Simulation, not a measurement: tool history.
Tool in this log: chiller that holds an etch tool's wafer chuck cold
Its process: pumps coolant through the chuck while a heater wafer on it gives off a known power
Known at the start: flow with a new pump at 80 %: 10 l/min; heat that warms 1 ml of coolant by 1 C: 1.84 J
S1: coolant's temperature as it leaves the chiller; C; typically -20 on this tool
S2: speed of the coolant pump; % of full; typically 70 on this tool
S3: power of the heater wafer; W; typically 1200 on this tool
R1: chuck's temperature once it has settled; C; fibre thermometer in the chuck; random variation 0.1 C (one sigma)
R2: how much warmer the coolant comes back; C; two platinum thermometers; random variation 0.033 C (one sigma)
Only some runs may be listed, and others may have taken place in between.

run 1 day=0.000 | S1=-20 S2=70 S3=1200 | R1=-9.9 R2=4.59
run 2 day=2.121 | S1=-20 S2=70 S3=1200 | R1=-9.7 R2=4.62
run 3 day=3.858 | S1=-20 S2=60 S3=1200 | R1=-7.9 R2=5.36
run 4 day=6.046 | S1=-20 S2=60 S3=1200 | R1=-8.1 R2=5.36
run 5 day=7.854 | S1=-20 S2=60 S3=1200 | R1=-8.1 R2=5.45
run 6 day=9.808 | S1=-20 S2=70 S3=1448 | R1=-7.5 R2=5.49
run 7 day=11.675 | S1=-20 S2=70 S3=1448 | R1=-7.5 R2=5.55
run 8 day=12.871 | S1=-20 S2=70 S3=1448 | R1=-7.4 R2=5.58
run 9 day=14.221 | S1=-20 S2=70 S3=1448 | R1=-7.5 R2=5.49
run 10 day=16.304 | S1=-20 S2=67 S3=1200 | R1=-9.2 R2=4.83
run 11 day=17.829 | S1=-20 S2=67 S3=1200 | R1=-9.1 R2=4.84
run 12 day=18.950 | S1=-20 S2=93 S3=1200 | R1=-12.2 R2=3.40
run 13 day=20.242 | S1=-20 S2=70 S3=1200 | R1=-9.8 R2=4.61
run 14 day=21.288 | S1=-20 S2=78 S3=1200 | R1=-10.7 R2=4.07
run 15 day=22.229 | S1=-30 S2=69 S3=691 | R1=-24.0 R2=2.69
-- day=22.433 chiller's thermometer calibrated
run 16 day=24.208 | S1=-15 S2=87 S3=1200 | R1=-6.4 R2=3.68
run 17 day=26.217 | S1=-14 S2=65 S3=1079 | R1=-4.1 R2=4.51
run 18 day=27.662 | S1=-21 S2=84 S3=1200 | R1=-12.2 R2=3.79
run 19 day=28.604 | S1=-21 S2=84 S3=1286 | R1=-11.8 R2=4.09
run 20 day=30.075 | S1=-21 S2=84 S3=1286 | R1=-11.7 R2=4.11
-- day=30.771 chiller's thermometer calibrated, once more
run 21 day=31.983 | S1=-20 S2=89 S3=1200 | R1=-11.5 R2=3.65
run 22 day=33.479 | S1=-20 S2=68 S3=1024 | R1=-10.9 R2=4.05
run 23 day=34.462 | S1=-20 S2=68 S3=1024 | R1=-10.8 R2=4.07
run 24 day=35.500 | S1=-20 S2=79 S3=1540 | R1=-7.9 R2=5.33
run 25 day=36.496 | S1=-27 S2=66 S3=741 | R1=-20.3 R2=3.08
run 26 day=38.654 | S1=-28 S2=92 S3=1587 | R1=-17.2 R2=4.62
run 27 day=39.729 | S1=-24 S2=69 S3=1054 | R1=-14.8 R2=4.13
run 28 day=41.888 | S1=-10 S2=62 S3=1200 | R1=1.9 R2=5.23

5 ways to go on from here, each from the tool as it stands after run 28. What would each give?
run A day=43.617 | S1=-22 S2=77 S3=1124 | R1=? R2=?
run B day=43.617 | S1=-25 S2=70 S3=1546 | R1=? R2=?
run C day=43.617 | S1=-20 S2=70 S3=1722 | R1=? R2=?
run D day=43.617 | S1=-23 S2=62 S3=1200 | R1=? R2=?
run E day=43.617 | S1=-13 S2=70 S3=1200 | R1=? R2=?

run=A R1=-13.0 R2=3.97
run=B R1=-11.3 R2=6.03
run=C R1=-4.8 R2=6.73
run=D R1=-11.3 R2=5.25
run=E R1=-2.5 R2=4.64
Without the tool's hidden state the same runs would have given:
run=A R1=-13.8 R2=3.82
run=B R1=-12.6 R2=5.81
run=C R1=-6.2 R2=6.49
run=D R1=-12.4 R2=5.06
run=E R1=-3.4 R2=4.47

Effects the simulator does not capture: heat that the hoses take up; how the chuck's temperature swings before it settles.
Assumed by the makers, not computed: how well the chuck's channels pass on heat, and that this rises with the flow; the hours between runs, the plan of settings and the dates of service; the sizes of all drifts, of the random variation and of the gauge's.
